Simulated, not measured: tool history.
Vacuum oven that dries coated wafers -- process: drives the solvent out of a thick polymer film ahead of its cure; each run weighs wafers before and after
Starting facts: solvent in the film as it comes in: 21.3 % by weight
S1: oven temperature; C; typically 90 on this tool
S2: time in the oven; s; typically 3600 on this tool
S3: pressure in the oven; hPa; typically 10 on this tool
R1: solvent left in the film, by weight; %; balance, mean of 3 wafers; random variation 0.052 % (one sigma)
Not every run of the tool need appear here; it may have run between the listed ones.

Run 1, hour 0: usual settings. Result: R1 1.49 %.
Run 2, hour 15.4: usual settings. Result: R1 1.48 %.
Run 3, hour 31.7: usual settings. Result: R1 1.5 %.
Run 4, hour 53: usual settings but S1 81 C. Result: R1 3.34 %.
Run 5, hour 82.5: usual settings but S1 81 C. Result: R1 3.44 %.
Run 6, hour 106.2: usual settings but S1 81 C. Result: R1 3.47 %.
Run 7, hour 132.8: usual settings but S2 3120 s. Result: R1 1.95 %.
Run 8, hour 166: usual settings but S2 3540 s. Result: R1 1.51 %.
Run 9, hour 186.9: usual settings. Result: R1 1.54 %.
Run 10, hour 201.8: usual settings. Result: R1 1.65 %.
Run 11, hour 235.3: usual settings. Result: R1 1.66 %.
Run 12, hour 268.1: usual settings. Result: R1 1.62 %.
Run 13, hour 289.7: usual settings but S3 40 hPa. Result: R1 2.84 %.
Run 14, hour 316.5: usual settings. Result: R1 1.69 %.
Run 15, hour 334.1: usual settings. Result: R1 1.58 %.
Run 16, hour 350: usual settings. Result: R1 1.5 %.
Run 17, hour 365.8: usual settings but S2 5580 s. Result: R1 0.83 %.
Run 18, hour 397.5: usual settings but S2 5580 s. Result: R1 0.9 %.
Run 19, hour 416.3: usual settings but S2 5580 s. Result: R1 0.84 %.
Run 20, hour 436.8: usual settings but S2 2880 s. Result: R1 2.39 %.
Run 21, hour 453.7: usual settings but S3 6.3 hPa. Result: R1 1.47 %.
Run 22, hour 471.4: usual settings but S3 6.3 hPa. Result: R1 1.44 %.
Run 23, hour 500.1: usual settings but S1 98 C. Result: R1 0.81 %.
Run 24, hour 517: usual settings but S1 98 C. Result: R1 0.7 %.
Run 25, hour 531.7: usual settings but S1 98 C. Result: R1 0.69 %.
Run 26, hour 551.1: usual settings but S2 1980 s, S3 33.7 hPa. Result: R1 5.13 %.
Run 27, hour 575.1: usual settings but S2 1980 s, S3 33.7 hPa. Result: R1 5.28 %.
Run 28, hour 592.8: usual settings but S3 6.2 hPa. Result: R1 1.42 %.
Run 29, hour 608.7: usual settings but S3 6.2 hPa. Result: R1 1.57 %.
Run 30, hour 628.9: usual settings but S1 99 C, S2 3360 s, S3 5.4 hPa. Result: R1 0.51 %.
Run 31, hour 645.5: usual settings but S1 92 C, S2 2580 s, S3 8.8 hPa. Result: R1 2.37 %.
Run 32, hour 662.9: usual settings but S1 92 C, S2 2580 s, S3 8.8 hPa. Result: R1 2.48 %.
Run 33, hour 681.8: usual settings but S2 4440 s. Result: R1 1.17 %.
Run 34, hour 701.8: usual settings but S1 89 C, S2 3180 s, S3 5.4 hPa. Result: R1 2.08 %.
Run 35, hour 724.3: usual settings but S1 89 C, S2 5100 s, S3 5.4 hPa. Result: R1 0.79 %.
Run 36, hour 751.4: usual settings but S1 89 C, S2 5100 s, S3 5.4 hPa. Result: R1 0.89 %.
Run 37, hour 780.2: usual settings but S2 2160 s, S3 12 hPa. Result: R1 3.81 %.
Run 38, hour 810.4: usual settings but S2 4680 s. Result: R1 1.1 %.
Run 39, hour 824.8: usual settings but S1 94 C, S2 2340 s. Result: R1 2.45 %.
Run 40, hour 861.4: usual settings but S1 94 C, S2 2340 s. Result: R1 2.38 %.
Run 41, hour 882: usual settings but S1 93 C, S2 1920 s, S3 11.4 hPa. Result: R1 3.55 %.
Run 42, hour 902.6: usual settings but S1 81 C, S2 3900 s, S3 7.5 hPa. Result: R1 2.95 %.
Run 43, hour 917: usual settings but S1 88 C, S3 16 hPa. Result: R1 2.24 %.
Run 44, hour 938.5: usual settings but S2 6300 s, S3 7.6 hPa. Result: R1 0.44 %.
Run 45, hour 963.6: usual settings but S2 6300 s, S3 7.6 hPa. Result: R1 0.5 %.
Run 46, hour 983.4: usual settings but S1 97 C, S2 2640 s. Result: R1 1.2 %.
Run 47, hour 1005.2: usual settings but S1 97 C, S2 2640 s. Result: R1 1.06 %.
Run 48, hour 1036.5: usual settings but S1 77 C, S2 2640 s. Result: R1 6.27 %.

Not shown here: 3 entries made in the log between runs. Locate each between two listed runs and compare the hidden state at the listed run before it with the hidden state at the listed run after it:
Between runs 30 and 31: vacuum gauge cleaned of residue and calibrated (hour 633.2)
  true wafer temperature over the reading, C: -1.45 -> -1.46; true pressure over the reading, kPa: 0.338 -> 0.422
  difference, measured minus the result without the unlogged condition, R1: +0.2 -> +0.46 %
Between runs 39 and 40: vacuum gauge cleaned of residue and calibrated, once more (hour 840.1)
  true wafer temperature over the reading, C: -1.62 -> -1.66; true pressure over the reading, kPa: 0.461 -> 0.01
  difference, measured minus the result without the unlogged condition, R1: +0.49 -> +0.34 %
Between runs 45 and 46: oven's thermocouples calibrated (hour 979.6)
  true wafer temperature over the reading, C: -1.75 -> -0.51; true pressure over the reading, kPa: 0.031 -> 0.035
  difference, measured minus the result without the unlogged condition, R1: +0.08 -> +0.07 %

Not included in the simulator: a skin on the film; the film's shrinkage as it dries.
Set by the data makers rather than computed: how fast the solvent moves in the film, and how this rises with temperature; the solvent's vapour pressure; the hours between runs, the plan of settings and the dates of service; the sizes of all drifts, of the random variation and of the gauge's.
